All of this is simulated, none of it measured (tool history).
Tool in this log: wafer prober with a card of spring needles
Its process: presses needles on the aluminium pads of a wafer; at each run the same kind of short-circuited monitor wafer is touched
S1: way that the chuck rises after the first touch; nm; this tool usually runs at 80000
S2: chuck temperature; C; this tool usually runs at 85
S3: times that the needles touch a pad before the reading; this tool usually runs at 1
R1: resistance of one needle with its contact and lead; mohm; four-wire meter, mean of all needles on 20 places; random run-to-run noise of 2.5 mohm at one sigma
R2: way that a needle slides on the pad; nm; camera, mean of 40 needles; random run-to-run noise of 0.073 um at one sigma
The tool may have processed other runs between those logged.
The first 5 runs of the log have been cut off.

| run | hour | S1 | S2 | S3 | R1 | R2 |
|---|---|---|---|---|---|---|
|  | 59.5 | tips cleaned on abrasive film |
| 6 | 65.2 | 80000 | 88 | 1 | 314 | 14850 |
|  | 68.5 | tips cleaned on abrasive film |
|  | 77.2 | tips cleaned on abrasive film |
| 7 | 77.7 | 80000 | 88 | 1 | 292 | 14850 |
|  | 85.1 | tips cleaned on abrasive film |
| 8 | 92.2 | 80000 | 88 | 1 | 327 | 14730 |
|  | 93.6 | tips cleaned on abrasive film |
|  | 102.5 | tips cleaned on abrasive film |
|  | 106.6 | height of the first contact set anew, once more |
| 9 | 107.1 | 80000 | 88 | 1 | 307 | 16500 |
|  | 111.0 | tips cleaned on abrasive film |
|  | 119.2 | tips cleaned on abrasive film |
| 10 | 123.0 | 80000 | 88 | 1 | 313 | 16400 |
|  | 128.2 | tips cleaned on abrasive film |
| 11 | 132.0 | 80000 | 85 | 1 | 307 | 16280 |
|  | 136.7 | tips cleaned on abrasive film |
|  | 146.4 | tips cleaned on abrasive film |
| 12 | 147.1 | 80000 | 85 | 1 | 293 | 16290 |
|  | 155.7 | tips cleaned on abrasive film |
| 13 | 156.7 | 80000 | 85 | 1 | 291 | 16400 |
|  | 164.6 | tips cleaned on abrasive film |
|  | 173.7 | tips cleaned on abrasive film |
| 14 | 176.7 | 80000 | 104 | 1 | 310 | 16270 |
|  | 182.1 | tips cleaned on abrasive film |
|  | 190.3 | tips cleaned on abrasive film |
| 15 | 194.4 | 80000 | 104 | 1 | 313 | 16130 |
|  | 199.9 | tips cleaned on abrasive film |
|  | 208.5 | tips cleaned on abrasive film |
| 16 | 211.4 | 80000 | 104 | 1 | 306 | 16050 |
|  | 216.5 | tips cleaned on abrasive film |
| 17 | 220.5 | 80000 | 104 | 1 | 317 | 16170 |
|  | 225.5 | tips cleaned on abrasive film |
|  | 234.0 | tips cleaned on abrasive film |
| 18 | 240.2 | 67000 | 51 | 1 | 326 | 13350 |

Run 19, settings as shown, results not yet in. Your forecast:
|  | 242.0 | tips cleaned on abrasive film |
|  | 251.0 | tips cleaned on abrasive film |
| 19 | 254.1 | 85000 | 33 | 1 | ? | ? |

Run 19 gave R1 292 mohm, R2 17020 nm.
With no hidden state in the tool, this same run would have given R1 267 mohm, R2 17410 nm.
